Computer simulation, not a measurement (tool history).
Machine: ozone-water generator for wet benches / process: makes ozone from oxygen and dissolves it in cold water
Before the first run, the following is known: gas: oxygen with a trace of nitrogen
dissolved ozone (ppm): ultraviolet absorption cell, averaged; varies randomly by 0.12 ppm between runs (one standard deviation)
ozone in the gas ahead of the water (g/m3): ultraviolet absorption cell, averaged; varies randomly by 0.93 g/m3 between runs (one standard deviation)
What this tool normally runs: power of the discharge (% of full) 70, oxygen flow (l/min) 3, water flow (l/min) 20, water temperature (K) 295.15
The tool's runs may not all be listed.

run      day  power of the discharge (% of full)  oxygen flow (l/min)  water flow (l/min)  water temperature (K)  dissolved ozone (ppm)  ozone in the gas ahead of the water (g/m3)
  1        0                                  70                    3                  20                 295.15                     10                                         149
  2    5.504                                  70                    3                  20                 295.15                    9.7                                       148.6
  3    9.962                                  70                 2.68                  20                 295.15                    9.6                                       159.6
  4   14.883                                  70                    3                  20                 295.15                    9.7                                       148.1
  5   21.825                                  70                    3                  20                 295.15                    9.4                                       148.3
  6   25.371                                  70                 1.71                  20                 295.15                    9.3                                       209.7
  7   29.046                                  70                 1.71                  20                 295.15                    9.3                                       209.4
      29.742  -- water thermometer calibrated
  8   36.579                                  70                 1.71                  20                 295.15                      9                                       205.8
  9   43.683                                  70                 1.71                  20                 299.15                    8.5                                       206.5
 10   51.462                                  70                 1.71                  20                 299.15                    8.5                                       206.1
 11   58.733                                  70                 1.71                  20                 299.15                    8.6                                       201.4
      59.396  -- contactor cleaned
 12   64.238                                  70                 1.71                  20                 299.15                    8.3                                       204.1
 13   68.346                                  42                    3                  20                 295.15                    6.8                                       111.5
 14   73.371                                  42                    3                  20                 295.15                    6.7                                       109.9
 15   80.196                                  42                    3                  20                 295.15                    6.9                                       110.2
 16   86.046                                  42                    3                  20                 295.15                    6.7                                         111
 17   89.421                                  70                    3                  20                 295.15                    8.4                                       135.4
      94.033  -- contactor cleaned, once more
 18   94.033                                  70                    3                  20                 295.15                    9.2                                       136.5
 19   97.988                                  70                 4.09                  19                 295.15                    9.3                                         111
 20  105.404                                  70                 2.89                  20                 288.15                    9.7                                       138.2
 21  110.967                                  60                 2.89                  20                 288.15                      9                                       127.3
 22  114.858                                  60                 1.92                  20                 288.15                    8.3                                       167.8
 23    121.1                                  60                 1.92                  20                 288.15                    8.5                                       165.3
 24  127.746                                  60                 1.92                  20                 288.15                    8.4                                         163
 25  133.658                                  70                 1.93                  20                 289.15                    8.7                                       172.9
 26   137.45                                  70                 1.93                  20                 289.15                    8.7                                       170.5
 27  142.308                                  70                 1.93                  20                 289.15                    8.8                                       170.3
 28  149.167                                  70                 1.93                  20                 289.15                    8.6                                       168.1
 29  155.342                                  85                 1.93                  31                 289.15                    5.7                                       181.5
 30  159.467                                  80                    3                  19                 292.15                    9.5                                       131.5
 31  164.196                                  49                  1.8                  18                 289.15                    7.9                                       149.3
 32  168.683                                  49                  1.8                  18                 289.15                    7.8                                       149.7
 33  176.308                                  49                  1.8                  18                 289.15                    7.8                                       148.2
 34  183.154                                  70                    3                  20                 294.15                    8.1                                       120.8

Some steps in dissolved ozone (ppm) between neighbouring runs. How much of each would the tool show without its hidden state too (settings, what came in, random variation), and how much is left for the hidden state, with any gauge scatter that isn't in both results?
Hidden state at play: yield of the discharge, % of new electrodes'; contactor's efficiency, % of a clean one's; true water temperature over the reading, C; drift of the gauge itself on ozone_ppm, %; drift of the gauge itself on gas_g_m3, %.
Run 16 -> 17: power of the discharge (% of full) 42 -> 70. dissolved ozone (ppm) +1.7: hidden state -0.7, all else +2.4.
Run 28 -> 29: power of the discharge (% of full) 70 -> 85, water flow (l/min) 20 -> 31. dissolved ozone (ppm) -2.9: hidden state +0.4, all else -3.3.
Run 29 -> 30: power of the discharge (% of full) 85 -> 80, oxygen flow (l/min) 1.93 -> 3, water flow (l/min) 31 -> 19, water temperature (K) 289.15 -> 292.15. dissolved ozone (ppm) +3.8: hidden state -1, all else +4.8.
Run 30 -> 31: power of the discharge (% of full) 80 -> 49, oxygen flow (l/min) 3 -> 1.8, water flow (l/min) 19 -> 18, water temperature (K) 292.15 -> 289.15. dissolved ozone (ppm) -1.6: hidden state +0.8, all else -2.4.
